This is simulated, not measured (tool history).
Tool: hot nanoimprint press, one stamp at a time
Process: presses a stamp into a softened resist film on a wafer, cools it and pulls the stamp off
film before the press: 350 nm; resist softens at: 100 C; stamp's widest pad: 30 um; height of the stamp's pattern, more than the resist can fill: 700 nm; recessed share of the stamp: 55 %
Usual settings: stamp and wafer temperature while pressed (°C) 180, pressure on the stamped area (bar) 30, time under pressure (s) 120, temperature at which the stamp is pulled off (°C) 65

run,hour,stamp and wafer temperature while pressed (°C),pressure on the stamped area (bar),time under pressure (s),temperature at which the stamp is pulled off (°C),resist left under the stamp's widest pad (nm),greatest force while the stamp is pulled off (N)
1,0,180,30,120,65,160.4,203
2,4.2,180,30,120,65,161.4,199
3,10.8,180,30,120,65,158,197
4,16.1,180,30,120,57,157.9,230
5,24.5,180,30,120,57,157.8,228
6,29.5,180,30,120,57,158,233
7,35.5,180,30,120,57,159.3,228
8,40.9,180,30,120,57,158.5,230
9,46.7,180,30,120,57,158.8,223
10,55.3,180,30.1,120,55,158.2,237
11,59.9,180,30.1,120,55,158.2,239

Forecast each of these 4 alternatives for the next run:
A,65.6,180,30.1,104,55,?,?
B,65.6,180,30.1,100,64,?,?
C,65.6,180,45,120,69,?,?
D,65.6,180,30.1,120,54,?,?

run,resist left under the stamp's widest pad (nm),greatest force while the stamp is pulled off (N)
A,167.5,234
B,168.4,213
C,131.9,195
D,158.6,234
Without the tool's hidden state the same runs would have given:
run,resist left under the stamp's widest pad (nm),greatest force while the stamp is pulled off (N)
A,167.9,152
B,168.8,139
C,132,127
D,158.9,152
